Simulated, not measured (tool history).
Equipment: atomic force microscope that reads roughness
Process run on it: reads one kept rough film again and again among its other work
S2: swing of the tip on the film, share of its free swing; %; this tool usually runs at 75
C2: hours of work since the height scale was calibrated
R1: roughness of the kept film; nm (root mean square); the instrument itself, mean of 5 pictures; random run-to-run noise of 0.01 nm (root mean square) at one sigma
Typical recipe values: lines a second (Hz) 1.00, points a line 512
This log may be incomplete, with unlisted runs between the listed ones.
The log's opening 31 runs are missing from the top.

At hour 1517.8: new tip fitted.
Run 32, hour 1517.8: usual settings but points a line 301; pictures with this tip 0; C2 1510. Result: R1 2.262 nm (root mean square).
Run 33, hour 1572.6: usual settings but lines a second (Hz) 2.30, points a line 749; pictures with this tip 113; C2 1549. Result: R1 1.887 nm (root mean square).
Run 34, hour 1639.4: usual settings but lines a second (Hz) 0.75, S2 71 %, points a line 284; pictures with this tip 251; C2 1597. Result: R1 1.609 nm (root mean square).
At hour 1646.3: new tip fitted.
Run 35, hour 1699.7: usual settings but lines a second (Hz) 0.75, S2 71 %, points a line 284; pictures with this tip 110; C2 1640. Result: R1 1.901 nm (root mean square).
Run 36, hour 1742.0: usual settings but lines a second (Hz) 0.75, S2 68 %, points a line 654; pictures with this tip 198; C2 1670. Result: R1 1.721 nm (root mean square).
At hour 1772.8: new tip fitted.
Run 37, hour 1797.4: usual settings but lines a second (Hz) 3.67; pictures with this tip 52; C2 1709. Result: R1 2.012 nm (root mean square).
Run 38, hour 1852.0: usual settings but lines a second (Hz) 2.94, points a line 607; pictures with this tip 164; C2 1748. Result: R1 1.724 nm (root mean square).
At hour 1899.4: new tip fitted.
Run 39, hour 1921.0: usual settings but lines a second (Hz) 3.24, S2 55 %, points a line 695; pictures with this tip 44; C2 1797. Result: R1 2.169 nm (root mean square).

Alternative continuations, all from the tool just after run 39; predict every row:
Run A, hour 1969.8: usual settings but lines a second (Hz) 1.14, S2 59 %, points a line 300; pictures with this tip 145; C2 1832. Result: R1 ?.
Run B, hour 1969.8: usual settings but lines a second (Hz) 1.77, S2 55 %, points a line 546; pictures with this tip 145; C2 1832. Result: R1 ?.
Run C, hour 1969.8: usual settings but lines a second (Hz) 1.83, points a line 411; pictures with this tip 145; C2 1832. Result: R1 ?.
Run D, hour 1969.8: usual settings but lines a second (Hz) 3.24, S2 55 %, points a line 802; pictures with this tip 145; C2 1832. Result: R1 ?.
Run E, hour 1969.8: usual settings but lines a second (Hz) 3.24, S2 55 %, points a line 630; pictures with this tip 145; C2 1832. Result: R1 ?.

run     R1
  A  1.874
  B  1.908
  C  1.824
  D  1.879
  E  1.884
The same runs, with their run-to-run variation unchanged, on a tool lacking any hidden condition would have given:
run     R1
  A  2.285
  B  2.324
  C  2.224
  D  2.290
  E  2.297
